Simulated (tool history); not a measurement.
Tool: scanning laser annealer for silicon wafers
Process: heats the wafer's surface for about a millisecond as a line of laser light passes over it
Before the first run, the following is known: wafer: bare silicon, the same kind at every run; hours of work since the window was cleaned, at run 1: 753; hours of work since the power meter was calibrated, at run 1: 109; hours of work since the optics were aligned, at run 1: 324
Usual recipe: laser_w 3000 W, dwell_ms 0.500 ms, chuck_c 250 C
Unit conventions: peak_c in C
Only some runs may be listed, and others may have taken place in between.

run,day,laser_w,dwell_ms,chuck_c,hours of work since the window was cleaned,hours of work since the power meter was calibrated,hours of work since the optics were aligned,peak_c
1,0.000,3000,0.500,250,753,109,324,1026
2,1.021,3000,0.500,250,770,125,340,1026
3,2.592,3000,0.500,250,795,150,365,1025
4,3.592,3000,0.500,250,811,166,381,1024
5,5.054,3000,0.500,250,834,190,405,1026
# day 5.904: window over the wafer cleaned
6,6.004,3000,0.500,250,2,204,419,1027
7,7.512,3000,0.500,250,26,228,443,1025
8,9.054,3000,0.500,250,51,253,467,1026
9,10.317,3000,0.500,250,71,273,488,1024
10,11.675,3000,0.500,216,93,295,510,994
11,12.396,3000,0.500,232,104,306,521,1008
12,13.871,3000,0.608,232,128,330,545,1087
13,14.783,3000,0.608,232,142,345,559,1086
14,16.083,3000,0.608,232,163,365,580,1088
15,17.012,3000,0.608,232,178,380,595,1089
16,18.308,3000,0.608,232,199,401,616,1085
17,19.088,3000,0.500,250,211,414,628,1025
18,20.667,2900,0.500,250,237,439,654,996
19,21.375,2900,0.500,250,248,450,665,994
20,22.938,3000,0.500,250,273,475,690,1026
21,24.542,2669,0.500,226,299,501,716,899
22,25.967,3187,0.500,250,322,524,739,1087
23,27.146,3187,0.439,261,341,543,758,1046
24,28.254,3063,0.619,245,358,561,775,1127
25,29.592,2714,0.562,213,380,582,797,939
26,30.771,2733,0.500,250,399,601,816,945
27,32.067,3137,0.555,278,420,622,837,1139
28,33.525,3000,0.364,212,443,645,860,877
29,34.433,3000,0.364,212,458,660,874,877
30,35.708,3000,0.364,212,478,680,895,876
31,36.538,3000,0.364,212,491,693,908,877
32,38.096,3081,0.404,233,516,718,933,954
33,39.312,3243,0.354,250,536,738,953,971
34,40.775,3243,0.354,250,559,761,976,974
35,42.275,3000,0.577,250,583,785,1000,1082
# day 42.708: optics aligned, line set to its width
36,43.650,3167,0.504,232,602,804,15,1066
37,44.488,2875,0.504,269,615,818,29,1010
38,45.650,3000,0.500,282,634,836,47,1059
39,47.312,2844,0.448,246,661,863,74,935
40,48.983,2844,0.448,246,688,890,101,937

Here are 4 independent what-if runs from the current tool condition. What would each one return?
A,50.054,2716,0.424,237,705,907,118,?
B,50.054,2951,0.448,246,705,907,118,?
C,50.054,2918,0.448,246,705,907,118,?
D,50.054,2844,0.470,244,705,907,118,?

run,peak_c
A,867
B,966
C,959
D,946
With no hidden state in the tool, these same runs would have given:
run,peak_c
A,867
B,967
C,960
D,947

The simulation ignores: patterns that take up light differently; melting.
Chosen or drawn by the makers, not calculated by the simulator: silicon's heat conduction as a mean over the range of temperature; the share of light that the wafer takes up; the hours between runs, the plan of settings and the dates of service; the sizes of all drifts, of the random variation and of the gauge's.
